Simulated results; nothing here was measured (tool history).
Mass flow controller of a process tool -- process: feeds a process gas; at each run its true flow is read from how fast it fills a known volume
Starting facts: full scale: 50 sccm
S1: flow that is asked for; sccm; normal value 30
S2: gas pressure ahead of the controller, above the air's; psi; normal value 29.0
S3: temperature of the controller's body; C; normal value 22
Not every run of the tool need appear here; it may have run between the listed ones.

{"run": 1, "day": 0.0, "S1": 30, "S2": 29.0, "S3": 22, "true flow (%)": 99.5}
{"run": 2, "day": 2.238, "S1": 30, "S2": 29.0, "S3": 22, "true flow (%)": 99.58}
{"run": 3, "day": 5.512, "S1": 30, "S2": 29.0, "S3": 22, "true flow (%)": 99.38}
{"run": 4, "day": 8.317, "S1": 7, "S2": 29.0, "S3": 22, "true flow (%)": 99.25}
{"run": 5, "day": 12.154, "S1": 30, "S2": 29.0, "S3": 22, "true flow (%)": 99.55}
{"run": 6, "day": 14.842, "S1": 30, "S2": 29.0, "S3": 22, "true flow (%)": 99.51}
{"run": 7, "day": 16.829, "S1": 30, "S2": 29.0, "S3": 22, "true flow (%)": 99.56}
{"run": 8, "day": 21.05, "S1": 30, "S2": 29.4, "S3": 22, "true flow (%)": 99.56}
{"day": 21.333, "done": "controller's zero set anew"}
{"run": 9, "day": 23.408, "S1": 18, "S2": 36.8, "S3": 31, "true flow (%)": 99.06}
{"run": 10, "day": 25.971, "S1": 17, "S2": 29.0, "S3": 21, "true flow (%)": 99.34}
{"run": 11, "day": 30.708, "S1": 17, "S2": 21.8, "S3": 25, "true flow (%)": 98.93}
{"run": 12, "day": 33.133, "S1": 6, "S2": 24.5, "S3": 24, "true flow (%)": 99.5}
{"run": 13, "day": 35.708, "S1": 6, "S2": 28.7, "S3": 24, "true flow (%)": 99.67}
{"run": 14, "day": 38.875, "S1": 8, "S2": 33.4, "S3": 27, "true flow (%)": 99.35}

Subtracting, for every run, the result it would have given without the tool's unlogged condition from the measured result gives the following. The same run-to-run variation enters both numbers; the gauge's scatter may not:
Hidden conditions of the tool in this case: flow at rest that the sensor doesn't see, % of full scale; true flow over the shown one, %; drift of the gauge itself on true_pct, %.
run=1 true_flow_(%)=+0.00
run=2 true_flow_(%)=+0.01
run=3 true_flow_(%)=+0.01
run=4 true_flow_(%)=+0.57
run=5 true_flow_(%)=+0.00
run=6 true_flow_(%)=+0.00
run=7 true_flow_(%)=+0.00
run=8 true_flow_(%)=+0.00
run=9 true_flow_(%)=+0.24
run=10 true_flow_(%)=+0.26
run=11 true_flow_(%)=+0.27
run=12 true_flow_(%)=+1.10
run=13 true_flow_(%)=+1.10
run=14 true_flow_(%)=+0.79
